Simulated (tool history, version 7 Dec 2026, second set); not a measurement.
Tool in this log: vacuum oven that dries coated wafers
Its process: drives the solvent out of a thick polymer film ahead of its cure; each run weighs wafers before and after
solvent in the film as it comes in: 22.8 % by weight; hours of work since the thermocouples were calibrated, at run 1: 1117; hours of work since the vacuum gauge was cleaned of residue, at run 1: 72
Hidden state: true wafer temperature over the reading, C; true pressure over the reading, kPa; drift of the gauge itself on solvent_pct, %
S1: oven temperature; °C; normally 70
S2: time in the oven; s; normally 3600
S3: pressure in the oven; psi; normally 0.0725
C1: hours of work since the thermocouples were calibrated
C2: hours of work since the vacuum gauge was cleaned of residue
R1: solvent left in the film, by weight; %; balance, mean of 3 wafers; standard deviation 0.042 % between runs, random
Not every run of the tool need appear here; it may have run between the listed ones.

run 1 hour=0 | S1=70 S2=3600 S3=0.0725 | C1=1117 C2=72 | R1=2.3
run 2 hour=15.7 | S1=70 S2=3600 S3=0.0725 | C1=1124 C2=80 | R1=2.36
run 3 hour=27.5 | S1=83 S2=3600 S3=0.0725 | C1=1130 C2=85 | R1=0.63
run 4 hour=47.9 | S1=83 S2=3600 S3=0.0725 | C1=1139 C2=95 | R1=0.6
run 5 hour=63.1 | S1=83 S2=3600 S3=0.0725 | C1=1146 C2=102 | R1=0.6
run 6 hour=76.4 | S1=83 S2=5580 S3=0.0725 | C1=1152 C2=108 | R1=0.18
run 7 hour=93.1 | S1=83 S2=5580 S3=0.0927 | C1=1160 C2=116 | R1=0.25
run 8 hour=108.6 | S1=83 S2=3600 S3=0.0725 | C1=1167 C2=123 | R1=0.56
run 9 hour=127.7 | S1=83 S2=3600 S3=0.0725 | C1=1176 C2=132 | R1=0.57
run 10 hour=146.3 | S1=83 S2=3600 S3=0.0725 | C1=1185 C2=141 | R1=0.63
run 11 hour=167.5 | S1=74 S2=3600 S3=0.0725 | C1=1195 C2=151 | R1=1.56
run 12 hour=188.3 | S1=74 S2=3600 S3=0.0725 | C1=1205 C2=160 | R1=1.58
run 13 hour=206 | S1=78 S2=3600 S3=0.0725 | C1=1213 C2=168 | R1=1.08
run 14 hour=220 | S1=70 S2=3600 S3=0.0725 | C1=1219 C2=175 | R1=2.32
run 15 hour=242.2 | S1=70 S2=3600 S3=0.1926 | C1=1230 C2=185 | R1=2.63
run 16 hour=256.3 | S1=70 S2=3600 S3=0.1926 | C1=1236 C2=192 | R1=2.69
run 17 hour=272.7 | S1=75 S2=5160 S3=0.0696 | C1=1244 C2=200 | R1=0.6
run 18 hour=294 | S1=64 S2=4380 S3=0.0822 | C1=1254 C2=209 | R1=2.67
run 19 hour=311.1 | S1=62 S2=4800 S3=0.0431 | C1=1262 C2=217 | R1=2.54

What does the tool deliver on the next run?
run 20 hour=322.1 | S1=62 S2=4800 S3=0.0431 | C1=1267 C2=223 | R1=?

{"run 20": {"R1": 2.61}}
Without the tool's hidden state the same run would have given R1 3.18 %.

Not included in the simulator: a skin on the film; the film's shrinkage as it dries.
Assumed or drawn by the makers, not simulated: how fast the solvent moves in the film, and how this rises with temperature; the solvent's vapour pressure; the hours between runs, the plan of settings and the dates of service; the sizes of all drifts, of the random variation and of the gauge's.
